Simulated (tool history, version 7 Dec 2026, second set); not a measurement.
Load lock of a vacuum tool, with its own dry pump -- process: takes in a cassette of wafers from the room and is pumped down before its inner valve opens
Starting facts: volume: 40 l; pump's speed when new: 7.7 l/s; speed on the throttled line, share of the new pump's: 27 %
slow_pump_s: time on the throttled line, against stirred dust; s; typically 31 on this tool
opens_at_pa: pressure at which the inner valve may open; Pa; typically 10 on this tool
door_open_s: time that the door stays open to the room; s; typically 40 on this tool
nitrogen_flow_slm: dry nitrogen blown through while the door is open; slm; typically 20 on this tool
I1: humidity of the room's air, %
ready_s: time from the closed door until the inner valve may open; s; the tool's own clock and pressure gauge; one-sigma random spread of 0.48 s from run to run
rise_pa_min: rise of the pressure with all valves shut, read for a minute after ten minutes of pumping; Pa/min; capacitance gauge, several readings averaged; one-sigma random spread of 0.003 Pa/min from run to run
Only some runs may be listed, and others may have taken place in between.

Run 1, hour 0.0: usual settings; I1 41.8. Result: ready_s 74.3 s, rise_pa_min 0.125 Pa/min.
Run 2, hour 221.4: usual settings; I1 48.4. Result: ready_s 71.2 s, rise_pa_min 0.132 Pa/min.
Run 3, hour 367.6: usual settings; I1 44.2. Result: ready_s 74.0 s, rise_pa_min 0.126 Pa/min.
Run 4, hour 609.4: usual settings but door_open_s 192 s; I1 46.7. Result: ready_s 73.3 s, rise_pa_min 0.173 Pa/min.
Run 5, hour 821.4: usual settings but opens_at_pa 11 Pa; I1 42.9. Result: ready_s 73.1 s, rise_pa_min 0.137 Pa/min.
Run 6, hour 1077.0: usual settings but opens_at_pa 11 Pa; I1 47.0. Result: ready_s 73.4 s, rise_pa_min 0.148 Pa/min.
Run 7, hour 1420.5: usual settings but opens_at_pa 11 Pa; I1 42.8. Result: ready_s 72.0 s, rise_pa_min 0.147 Pa/min.
Run 8, hour 1731.5: usual settings; I1 45.0. Result: ready_s 74.4 s, rise_pa_min 0.146 Pa/min.

What does the tool deliver on the next run?
Run 9, hour 1998.6: usual settings but slow_pump_s 54 s, opens_at_pa 7 Pa, door_open_s 196 s, nitrogen_flow_slm 10 slm; I1 44.8. Result: ready_s ?, rise_pa_min ?.

{"run 9": {"ready_s": 92.5, "rise_pa_min": 0.212}}
If the tool had no hidden condition, the same run with the same run-to-run variation would have returned ready_s 89.9 s, rise_pa_min 0.100 Pa/min.
